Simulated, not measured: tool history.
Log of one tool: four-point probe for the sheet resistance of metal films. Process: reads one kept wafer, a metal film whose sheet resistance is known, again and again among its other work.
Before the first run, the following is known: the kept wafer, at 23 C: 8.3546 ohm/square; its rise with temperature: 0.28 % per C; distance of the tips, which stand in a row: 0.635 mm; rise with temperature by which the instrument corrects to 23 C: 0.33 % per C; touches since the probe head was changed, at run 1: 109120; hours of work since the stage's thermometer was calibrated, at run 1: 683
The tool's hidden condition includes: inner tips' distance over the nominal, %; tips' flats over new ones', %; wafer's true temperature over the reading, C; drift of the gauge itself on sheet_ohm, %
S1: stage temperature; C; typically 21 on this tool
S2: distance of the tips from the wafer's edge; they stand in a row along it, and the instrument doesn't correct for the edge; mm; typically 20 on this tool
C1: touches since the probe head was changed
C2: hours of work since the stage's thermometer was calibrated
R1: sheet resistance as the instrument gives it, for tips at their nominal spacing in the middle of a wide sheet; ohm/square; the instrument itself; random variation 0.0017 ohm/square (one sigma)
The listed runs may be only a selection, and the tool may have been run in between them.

Run 1, hour 0: usual settings; C1 109120; C2 683. Result: R1 8.31026 ohm/square.
Run 2, hour 29.4: usual settings but S2 24 mm; C1 110521; C2 700. Result: R1 8.307533 ohm/square.
Run 3, hour 66.5: usual settings; C1 112287; C2 721. Result: R1 8.307189 ohm/square.
Run 4, hour 107.9: usual settings; C1 114259; C2 745. Result: R1 8.302404 ohm/square.
Run 5, hour 139.9: usual settings but S2 45 mm; C1 115781; C2 764. Result: R1 8.300345 ohm/square.
Run 6, hour 165.4: usual settings but S2 45 mm; C1 116999; C2 778. Result: R1 8.299945 ohm/square.
Run 7, hour 193.6: usual settings but S2 45 mm; C1 118343; C2 795. Result: R1 8.299159 ohm/square.
Run 8, hour 228: usual settings but S2 23 mm; C1 119979; C2 815. Result: R1 8.300467 ohm/square.
Run 9, hour 263.9: usual settings but S1 28 C; C1 121688; C2 835. Result: R1 8.272762 ohm/square.
Run 10, hour 297.4: usual settings but S2 8 mm; C1 123283; C2 855. Result: R1 8.323542 ohm/square.
Run 11, hour 324.9: usual settings but S2 8 mm; C1 124597; C2 871. Result: R1 8.325361 ohm/square.
Run 12, hour 351.5: usual settings but S2 8 mm; C1 125861; C2 886. Result: R1 8.321923 ohm/square.
Run 13, hour 373.7: usual settings but S2 6 mm; C1 126918; C2 899. Result: R1 8.343101 ohm/square.
Run 14, hour 405.1: usual settings but S2 6 mm; C1 128414; C2 917. Result: R1 8.342568 ohm/square.
Run 15, hour 428.6: usual settings but S2 41 mm; C1 129536; C2 931. Result: R1 8.291695 ohm/square.
Run 16, hour 466.2: usual settings but S2 41 mm; C1 131323; C2 953. Result: R1 8.296117 ohm/square.
Run 17, hour 507.1: usual settings but S1 29 C, S2 41 mm; C1 133274; C2 976. Result: R1 8.26115 ohm/square.
Run 18, hour 540.2: usual settings but S1 26 C, S2 41 mm; C1 134850; C2 996. Result: R1 8.269714 ohm/square.
Run 19, hour 563.8: usual settings but S1 26 C, S2 41 mm; C1 135976; C2 1009. Result: R1 8.271068 ohm/square.
Run 20, hour 582.6: usual settings but S1 26 C, S2 41 mm; C1 136871; C2 1020. Result: R1 8.269145 ohm/square.
Run 21, hour 600.2: usual settings but S1 26 C, S2 41 mm; C1 137708; C2 1030. Result: R1 8.267959 ohm/square.
Run 22, hour 638.7: usual settings but S1 33 C, S2 35 mm; C1 139543; C2 1053. Result: R1 8.239239 ohm/square.
At hour 641: stage's thermometer calibrated.
Run 23, hour 667: usual settings but S1 33 C, S2 35 mm; C1 140865; C2 15. Result: R1 8.23356 ohm/square.
Run 24, hour 691.4: usual settings but S1 22 C, S2 59 mm; C1 142029; C2 29. Result: R1 8.277006 ohm/square.
At hour 702.3: stage's thermometer calibrated, once more.
Run 25, hour 724: usual settings but S1 22 C, S2 59 mm; C1 143555; C2 13. Result: R1 8.29222 ohm/square.
Run 26, hour 763.4: usual settings but S1 25 C, S2 28 mm; C1 145435; C2 35. Result: R1 8.276858 ohm/square.
Run 27, hour 780.6: usual settings but S1 23 C, S2 28 mm; C1 146252; C2 45. Result: R1 8.288704 ohm/square.
Run 28, hour 807.7: usual settings but S1 23 C, S2 28 mm; C1 147544; C2 61. Result: R1 8.288238 ohm/square.
Run 29, hour 834: usual settings but S1 23 C, S2 28 mm; C1 148794; C2 76. Result: R1 8.284988 ohm/square.
Run 30, hour 873: usual settings but S1 27 C, S2 17 mm; C1 150654; C2 99. Result: R1 8.273978 ohm/square.
Run 31, hour 890.8: usual settings but S1 22 C, S2 3 mm; C1 151502; C2 109. Result: R1 8.482767 ohm/square.
Run 32, hour 916.7: usual settings but S1 24 C; C1 152733; C2 124. Result: R1 8.278125 ohm/square.
Run 33, hour 953.9: usual settings but S1 30 C, S2 24 mm; C1 154509; C2 146. Result: R1 8.256001 ohm/square.
Run 34, hour 995.3: usual settings but S1 32 C, S2 74 mm; C1 156480; C2 170. Result: R1 8.244646 ohm/square.

Predict each of these 4 candidate next runs independently; none follows another, all start after run 34:
At hour 1003.5: new probe head fitted.
Run A, hour 1031.8: usual settings but S1 31 C, S2 12 mm; C1 1347; C2 190. Result: R1 ?.
At hour 1003.5: new probe head fitted.
Run B, hour 1031.8: usual settings but S1 32 C, S2 63 mm; C1 1347; C2 190. Result: R1 ?.
At hour 1003.5: new probe head fitted.
Run C, hour 1031.8: usual settings but S1 30 C, S2 4 mm; C1 1347; C2 190. Result: R1 ?.
At hour 1003.5: new probe head fitted.
Run D, hour 1031.8: usual settings but S1 20 C, S2 6 mm; C1 1347; C2 190. Result: R1 ?.

run        R1
  A  8.270468
  B  8.253254
  C  8.374001
  D   8.35248
What these runs would have given with no unlogged condition in the tool:
run        R1
  A  8.332723
  B  8.315385
  C   8.43698
  D  8.415358
